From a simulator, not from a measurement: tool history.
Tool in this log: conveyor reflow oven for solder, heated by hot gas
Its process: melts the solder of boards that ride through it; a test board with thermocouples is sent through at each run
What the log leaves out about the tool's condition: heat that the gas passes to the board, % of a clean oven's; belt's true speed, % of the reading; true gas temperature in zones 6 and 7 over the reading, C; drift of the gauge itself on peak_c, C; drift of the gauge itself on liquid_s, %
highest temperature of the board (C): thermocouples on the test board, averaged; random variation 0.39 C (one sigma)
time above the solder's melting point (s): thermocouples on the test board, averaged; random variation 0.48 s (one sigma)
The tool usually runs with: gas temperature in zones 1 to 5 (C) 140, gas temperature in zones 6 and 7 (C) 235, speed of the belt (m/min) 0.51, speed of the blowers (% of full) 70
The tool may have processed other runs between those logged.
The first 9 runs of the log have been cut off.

| run | hour | gas temperature in zones 1 to 5 (C) | gas temperature in zones 6 and 7 (C) | speed of the belt (m/min) | speed of the blowers (% of full) | hours of work since the flux was cleaned out | hours of work since the belt drive was overhauled | hours of work since the thermocouples were changed | highest temperature of the board (C) | time above the solder's melting point (s) |
|---|---|---|---|---|---|---|---|---|---|---|
| 10 | 62.6 | 140 | 235 | 0.51 | 70 | 189 | 183 | 124 | 220.5 | 65.9 |
| 11 | 66.7 | 140 | 232 | 0.51 | 70 | 191 | 185 | 126 | 217.2 | 63.9 |
| 12 | 71.8 | 140 | 232 | 0.51 | 70 | 193 | 187 | 128 | 217.6 | 63.1 |
| 13 | 77.2 | 140 | 232 | 0.51 | 70 | 195 | 189 | 131 | 217.8 | 63.3 |
| 14 | 81.7 | 140 | 232 | 0.51 | 70 | 197 | 191 | 133 | 217.7 | 63.1 |
| 15 | 88.4 | 140 | 227 | 0.51 | 70 | 200 | 194 | 136 | 213.1 | 60.2 |
| 16 | 92.6 | 140 | 227 | 0.527 | 70 | 202 | 196 | 138 | 212.7 | 55.8 |
| 17 | 101.9 | 141 | 238 | 0.576 | 77 | 206 | 200 | 142 | 221.3 | 58.1 |
| 18 | 107.5 | 154 | 249 | 0.504 | 79 | 209 | 203 | 144 | 237.3 | 81.9 |
| 19 | 117.4 | 154 | 237 | 0.504 | 79 | 213 | 207 | 148 | 226.2 | 76.8 |
| 20 | 124.7 | 140 | 243 | 0.467 | 88 | 216 | 210 | 152 | 234.8 | 81.4 |
| 21 | 131.1 | 140 | 243 | 0.467 | 88 | 219 | 213 | 154 | 234 | 81.4 |
| 22 | 137.4 | 137 | 235 | 0.51 | 71 | 222 | 216 | 157 | 219.8 | 64 |
| 23 | 145.7 | 137 | 235 | 0.51 | 71 | 225 | 220 | 161 | 220.2 | 64.2 |
| 24 | 151.2 | 140 | 235 | 0.511 | 70 | 228 | 222 | 163 | 220.3 | 64.9 |
| 25 | 155.5 | 147 | 235 | 0.592 | 70 | 230 | 224 | 165 | 216.9 | 55.4 |
| 26 | 162.3 | 147 | 235 | 0.592 | 70 | 233 | 227 | 168 | 216.8 | 55.6 |
| 27 | 167.8 | 154 | 235 | 0.585 | 70 | 235 | 229 | 171 | 218.6 | 61.6 |
| 28 | 177.7 | 154 | 235 | 0.585 | 70 | 240 | 234 | 175 | 218.8 | 61.6 |
| 29 | 184 | 154 | 235 | 0.585 | 70 | 242 | 236 | 178 | 219.4 | 59.9 |
| 30 | 188.4 | 151 | 229 | 0.45 | 68 | 244 | 238 | 180 | 219 | 79 |
| 31 | 197.7 | 127 | 237 | 0.45 | 68 | 248 | 242 | 184 | 223.4 | 72.4 |

3 options for the next run, each taken on its own from the tool as it stands now. Forecast them:
| A | 202.9 | 149 | 237 | 0.509 | 82 | 251 | 245 | 186 | ? | ? |
| B | 202.9 | 140 | 240 | 0.543 | 70 | 251 | 245 | 186 | ? | ? |
| C | 202.9 | 128 | 235 | 0.539 | 87 | 251 | 245 | 186 | ? | ? |

| run | highest temperature of the board (C) | time above the solder's melting point (s) |
|---|---|---|
| A | 226.3 | 73.2 |
| B | 222.6 | 62.4 |
| C | 220.8 | 58.7 |
Take away the tool's hidden state, keep each run's random variation, and the runs would have read:
| run | highest temperature of the board (C) | time above the solder's melting point (s) |
|---|---|---|
| A | 226.7 | 73.2 |
| B | 223.3 | 62.7 |
| C | 221.7 | 59.4 |

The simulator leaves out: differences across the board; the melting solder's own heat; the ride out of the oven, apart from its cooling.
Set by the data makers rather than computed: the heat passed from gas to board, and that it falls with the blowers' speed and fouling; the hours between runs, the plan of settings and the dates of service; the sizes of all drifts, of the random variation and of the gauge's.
